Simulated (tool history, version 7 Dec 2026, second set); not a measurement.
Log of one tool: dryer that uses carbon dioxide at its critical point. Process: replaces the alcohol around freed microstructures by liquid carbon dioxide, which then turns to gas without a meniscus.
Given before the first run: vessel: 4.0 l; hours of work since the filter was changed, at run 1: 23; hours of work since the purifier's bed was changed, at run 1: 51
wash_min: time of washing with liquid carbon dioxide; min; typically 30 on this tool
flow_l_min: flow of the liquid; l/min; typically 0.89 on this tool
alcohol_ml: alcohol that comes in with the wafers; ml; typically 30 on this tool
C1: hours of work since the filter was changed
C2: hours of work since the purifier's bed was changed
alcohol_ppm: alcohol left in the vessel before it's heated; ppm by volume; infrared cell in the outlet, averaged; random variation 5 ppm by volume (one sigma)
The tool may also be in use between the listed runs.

run 1 day=0 | wash_min=30 flow_l_min=0.89 alcohol_ml=30 | C1=23 C2=51 | alcohol_ppm=27
run 2 day=0.554 | wash_min=30 flow_l_min=0.89 alcohol_ml=30 | C1=28 C2=56 | alcohol_ppm=29
run 3 day=1.033 | wash_min=30 flow_l_min=0.89 alcohol_ml=30 | C1=31 C2=59 | alcohol_ppm=34
run 4 day=1.662 | wash_min=30 flow_l_min=0.89 alcohol_ml=30 | C1=36 C2=64 | alcohol_ppm=46
run 5 day=2.496 | wash_min=30 flow_l_min=0.89 alcohol_ml=30 | C1=43 C2=71 | alcohol_ppm=44
run 6 day=3.15 | wash_min=30 flow_l_min=0.89 alcohol_ml=30 | C1=48 C2=76 | alcohol_ppm=40
run 7 day=3.671 | wash_min=30 flow_l_min=0.89 alcohol_ml=30 | C1=52 C2=80 | alcohol_ppm=44
run 8 day=4.258 | wash_min=30 flow_l_min=0.89 alcohol_ml=69 | C1=57 C2=85 | alcohol_ppm=53
run 9 day=5.092 | wash_min=30 flow_l_min=0.89 alcohol_ml=69 | C1=63 C2=91 | alcohol_ppm=59
run 10 day=6.062 | wash_min=30 flow_l_min=0.89 alcohol_ml=69 | C1=71 C2=99 | alcohol_ppm=65
run 11 day=7.054 | wash_min=30 flow_l_min=0.89 alcohol_ml=69 | C1=78 C2=107 | alcohol_ppm=72
run 12 day=7.825 | wash_min=30 flow_l_min=0.89 alcohol_ml=20 | C1=85 C2=113 | alcohol_ppm=45
run 13 day=8.471 | wash_min=30 flow_l_min=0.89 alcohol_ml=20 | C1=90 C2=118 | alcohol_ppm=51
run 14 day=9.25 | wash_min=30 flow_l_min=0.89 alcohol_ml=20 | C1=96 C2=124 | alcohol_ppm=58
run 15 day=10.133 | wash_min=30 flow_l_min=0.89 alcohol_ml=20 | C1=103 C2=131 | alcohol_ppm=55
run 16 day=11.208 | wash_min=30 flow_l_min=0.89 alcohol_ml=20 | C1=111 C2=139 | alcohol_ppm=62
run 17 day=12.062 | wash_min=30 flow_l_min=0.89 alcohol_ml=30 | C1=118 C2=146 | alcohol_ppm=67
run 18 day=12.692 | wash_min=23 flow_l_min=0.89 alcohol_ml=30 | C1=123 C2=151 | alcohol_ppm=119
run 19 day=13.354 | wash_min=20 flow_l_min=0.89 alcohol_ml=30 | C1=128 C2=156 | alcohol_ppm=177
run 20 day=14.233 | wash_min=30 flow_l_min=0.89 alcohol_ml=30 | C1=135 C2=163 | alcohol_ppm=70
run 21 day=15.3 | wash_min=30 flow_l_min=0.89 alcohol_ml=30 | C1=143 C2=171 | alcohol_ppm=79
run 22 day=16.033 | wash_min=30 flow_l_min=0.89 alcohol_ml=36 | C1=149 C2=177 | alcohol_ppm=84
run 23 day=16.821 | wash_min=30 flow_l_min=0.89 alcohol_ml=30 | C1=155 C2=183 | alcohol_ppm=78
run 24 day=17.962 | wash_min=30 flow_l_min=0.89 alcohol_ml=30 | C1=164 C2=192 | alcohol_ppm=79
run 25 day=18.442 | wash_min=30 flow_l_min=0.89 alcohol_ml=30 | C1=168 C2=196 | alcohol_ppm=87
run 26 day=19.233 | wash_min=36 flow_l_min=1.09 alcohol_ml=25 | C1=174 C2=202 | alcohol_ppm=77
run 27 day=20.25 | wash_min=23 flow_l_min=1.268 alcohol_ml=82 | C1=182 C2=210 | alcohol_ppm=94
run 28 day=20.912 | wash_min=23 flow_l_min=1.268 alcohol_ml=82 | C1=187 C2=215 | alcohol_ppm=83
run 29 day=21.954 | wash_min=27 flow_l_min=1.031 alcohol_ml=64 | C1=195 C2=223 | alcohol_ppm=95
run 30 day=22.767 | wash_min=27 flow_l_min=0.89 alcohol_ml=82 | C1=201 C2=230 | alcohol_ppm=170
run 31 day=23.333 | wash_min=27 flow_l_min=0.89 alcohol_ml=82 | C1=206 C2=234 | alcohol_ppm=173
run 32 day=24.217 | wash_min=18 flow_l_min=0.726 alcohol_ml=119 | C1=213 C2=241 | alcohol_ppm=1704
run 33 day=24.921 | wash_min=18 flow_l_min=1.241 alcohol_ml=49 | C1=218 C2=246 | alcohol_ppm=156
run 34 day=25.496 | wash_min=27 flow_l_min=1.49 alcohol_ml=61 | C1=223 C2=251 | alcohol_ppm=95
run 35 day=26.296 | wash_min=27 flow_l_min=1.49 alcohol_ml=61 | C1=229 C2=257 | alcohol_ppm=93
run 36 day=26.862 | wash_min=27 flow_l_min=1.048 alcohol_ml=61 | C1=234 C2=262 | alcohol_ppm=118
run 37 day=27.633 | wash_min=27 flow_l_min=0.712 alcohol_ml=62 | C1=240 C2=268 | alcohol_ppm=319
run 38 day=28.742 | wash_min=27 flow_l_min=0.712 alcohol_ml=62 | C1=248 C2=276 | alcohol_ppm=323
run 39 day=29.325 | wash_min=27 flow_l_min=0.712 alcohol_ml=62 | C1=253 C2=281 | alcohol_ppm=334
run 40 day=30.317 | wash_min=27 flow_l_min=0.712 alcohol_ml=62 | C1=261 C2=289 | alcohol_ppm=329
run 41 day=31.317 | wash_min=27 flow_l_min=0.712 alcohol_ml=62 | C1=268 C2=297 | alcohol_ppm=342
run 42 day=31.983 | wash_min=21 flow_l_min=1.374 alcohol_ml=62 | C1=274 C2=302 | alcohol_ppm=122
run 43 day=32.667 | wash_min=19 flow_l_min=1.11 alcohol_ml=21 | C1=279 C2=307 | alcohol_ppm=156
run 44 day=33.412 | wash_min=46 flow_l_min=0.858 alcohol_ml=30 | C1=285 C2=313 | alcohol_ppm=110
run 45 day=34.317 | wash_min=46 flow_l_min=0.858 alcohol_ml=30 | C1=292 C2=320 | alcohol_ppm=115
run 46 day=35.4 | wash_min=46 flow_l_min=0.858 alcohol_ml=30 | C1=300 C2=329 | alcohol_ppm=110

Below are 3 alternative next runs, each starting from the tool's condition after run 46. Predict each:
run A day=36.238 | wash_min=46 flow_l_min=1.177 alcohol_ml=30 | C1=307 C2=335 | alcohol_ppm=?
run B day=36.238 | wash_min=29 flow_l_min=0.858 alcohol_ml=30 | C1=307 C2=335 | alcohol_ppm=?
run C day=36.238 | wash_min=46 flow_l_min=1.003 alcohol_ml=30 | C1=307 C2=335 | alcohol_ppm=?

run=A alcohol_ppm=122
run=B alcohol_ppm=146
run=C alcohol_ppm=115
Take away the tool's hidden state, keep each run's random variation, and the runs would have read:
run=A alcohol_ppm=10
run=B alcohol_ppm=18
run=C alcohol_ppm=5

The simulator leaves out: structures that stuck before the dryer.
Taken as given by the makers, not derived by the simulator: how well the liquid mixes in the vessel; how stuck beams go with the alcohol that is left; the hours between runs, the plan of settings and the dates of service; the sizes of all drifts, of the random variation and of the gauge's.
